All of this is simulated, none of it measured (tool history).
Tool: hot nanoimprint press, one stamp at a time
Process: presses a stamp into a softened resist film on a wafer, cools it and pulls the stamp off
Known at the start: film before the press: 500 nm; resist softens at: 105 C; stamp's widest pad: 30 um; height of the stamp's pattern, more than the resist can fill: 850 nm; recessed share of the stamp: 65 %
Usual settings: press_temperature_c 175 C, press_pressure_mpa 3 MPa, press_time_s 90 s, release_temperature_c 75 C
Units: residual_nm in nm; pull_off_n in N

run	hour	press_temperature_c	press_pressure_mpa	press_time_s	release_temperature_c	residual_nm	pull_off_n
1	0	175	3	90	75	294.2	173
2	8.6	175	3	90	75	292.4	169
3	13.3	175	3	90	75	293	179
4	18.5	175	3	90	75	293	174
5	25	175	3	90	75	293.2	178
6	31.5	175	3	90	75	292.7	169
7	38.5	175	3.06	142	82	250.4	161
8	47.3	175	3.06	142	82	250	163
9	54.6	175	3	138	74	252.9	175
10	62.5	167	3.68	168	67	290.8	189

5 ways to go on from here, each from the tool as it stands after run 10. What would each give?
# hour 73.5: stamp cleaned and given a new release coat
A	73.5	179	3.68	168	67	?	?
# hour 73.5: stamp cleaned and given a new release coat
B	73.5	178	3	90	75	?	?
# hour 73.5: stamp cleaned and given a new release coat
C	73.5	172	3.54	52	75	?	?
# hour 73.5: stamp cleaned and given a new release coat
D	73.5	180	2.49	68	67	?	?
# hour 73.5: stamp cleaned and given a new release coat
E	73.5	180	3	76	61	?	?

run	residual_nm	pull_off_n
A	186.7	153
B	265	144
C	351.5	145
D	296.3	155
E	262.2	165
Without the tool's hidden state the same runs would have given:
run	residual_nm	pull_off_n
A	182.5	152
B	260.1	144
C	346.2	144
D	291.6	154
E	257.5	165
